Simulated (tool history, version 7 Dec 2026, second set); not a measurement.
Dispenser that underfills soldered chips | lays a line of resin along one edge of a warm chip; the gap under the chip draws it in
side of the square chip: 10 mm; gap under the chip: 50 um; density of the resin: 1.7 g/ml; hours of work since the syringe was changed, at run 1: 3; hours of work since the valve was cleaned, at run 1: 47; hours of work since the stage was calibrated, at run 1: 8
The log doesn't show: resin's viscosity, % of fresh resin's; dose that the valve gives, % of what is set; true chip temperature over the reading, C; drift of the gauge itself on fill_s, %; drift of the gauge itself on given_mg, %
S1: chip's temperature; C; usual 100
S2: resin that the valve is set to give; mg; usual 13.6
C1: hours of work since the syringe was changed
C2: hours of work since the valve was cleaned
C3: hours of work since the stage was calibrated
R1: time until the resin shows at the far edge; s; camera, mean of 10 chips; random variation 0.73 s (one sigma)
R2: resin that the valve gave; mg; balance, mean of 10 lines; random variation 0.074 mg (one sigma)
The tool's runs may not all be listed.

run   hour   S1    S2  C1   C2   C3     R1     R2
  1    0.0  100  13.6   3   47    8   80.3  12.89
       4.8  -- new syringe of resin
  2    6.1   93  13.6   1   51   12   87.0  12.93
  3   12.5  100  13.6   5   56   17   93.3  12.91
      13.3  -- new syringe of resin
  4   19.3  100  13.6   4   60   21   85.9  12.87
      21.7  -- new syringe of resin
  5   26.6  100  13.6   3   65   26   84.2  12.78
      30.3  -- new syringe of resin
  6   35.4  100  13.6   4   71   32   83.8  12.68
      39.2  -- new syringe of resin
  7   42.5  100  13.6   2   75   36   76.8  12.64
      48.1  -- new syringe of resin
  8   50.1  100  13.6   1   80   41   74.0  12.60
  9   55.3  100  13.6   5   84   45   94.8  12.50
      56.7  -- new syringe of resin
 10   60.4  100  13.6   3   87   48   77.2  12.51
      65.4  -- new syringe of resin
 11   66.0  100  12.8   0   91   52   71.2  11.76
      73.9  -- new syringe of resin
 12   73.9  100  11.6   0   96   57   68.3  10.47
      82.6  -- new syringe of resin
 13   82.7  100  11.6   0  102   63   70.2  10.65
      89.5  -- dispensing valve cleaned and set on the balance
      91.9  -- new syringe of resin
 14   92.7  100  11.6   0    2   69   67.9  11.52
 15   98.9  101  13.6   5    6   73   86.3  13.49
     100.6  -- new syringe of resin
 16  105.6  101  13.6   3   11   77   80.7  13.34
     109.4  -- new syringe of resin
 17  111.8   87  15.6   2   15   81  105.0  15.38
 18  116.0  101  15.3   5   17   84   83.1  15.10
     118.0  -- new syringe of resin
 19  124.8  101  14.4   5   23   90   88.6  13.89
     126.8  -- new syringe of resin
 20  132.1  100  14.4   4   28   95   84.1  14.02
     135.1  -- new syringe of resin
 21  137.2  100  16.7   1   31   98   69.4  16.21
     143.7  -- new syringe of resin
 22  145.2  101  13.1   1   37  103   68.6  12.55

Run 23 comes next. What will it give?
     152.1  -- new syringe of resin
 23  152.3  88  12.9   0  41  108   ?   ?

R1: 96.7 s
R2: 12.41 mg
Without the tool's hidden state the same run would have given R1 96.1 s, R2 12.93 mg.
